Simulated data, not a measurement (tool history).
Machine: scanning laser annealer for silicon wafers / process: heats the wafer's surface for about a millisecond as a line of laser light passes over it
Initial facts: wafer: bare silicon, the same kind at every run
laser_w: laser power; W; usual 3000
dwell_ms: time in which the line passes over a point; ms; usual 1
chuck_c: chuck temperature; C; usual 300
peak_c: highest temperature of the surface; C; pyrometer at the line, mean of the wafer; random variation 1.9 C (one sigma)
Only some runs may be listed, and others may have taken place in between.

run   hour  laser_w  dwell_ms  chuck_c  peak_c
  1      0     3000         1      300    1075
  2   21.8     3000         1      300    1076
  3   39.8     2662         1      300     993
  4   58.6     3000         1      300    1073
  5   73.6     3000         1      300    1072
  6   92.2     3000         1      300    1069
  7  110.3     3000         1      300    1067
  8  119.7     3000         1      300    1070
  9  136.3     3000         1      300    1071
 10  158.2     3000         1      300    1065
 11  170.8     3000         1      329    1099
 12  185.4     3000         1      329    1096
 13  205.5     3000      1.18      300    1147
 14  215.8     3269      0.87      324    1095
 15  228.3     3040      0.71      324     961
 16  250.3     3040      0.71      324     961
     260.2  -- optics aligned, line set to its width
 17  267.7     2595      0.82      264     870
 18    281     2683      1.17      278    1043
 19  296.5     3142      0.73      284     961
 20  317.2     2709         1      302    1008
 21  338.2     2966      1.22      302    1160

Branching from run 21: 3 alternative next runs. What would each branch give?
  A  350.9     2951      1.22      262       ?
  B  350.9     3259      0.77      314       ?
  C  350.9     3286      1.22      302       ?

run  peak_c
  A    1114
  B    1030
  C    1246
Take away the tool's hidden state, keep each run's random variation, and the runs would have read:
run  peak_c
  A    1130
  B    1043
  C    1264
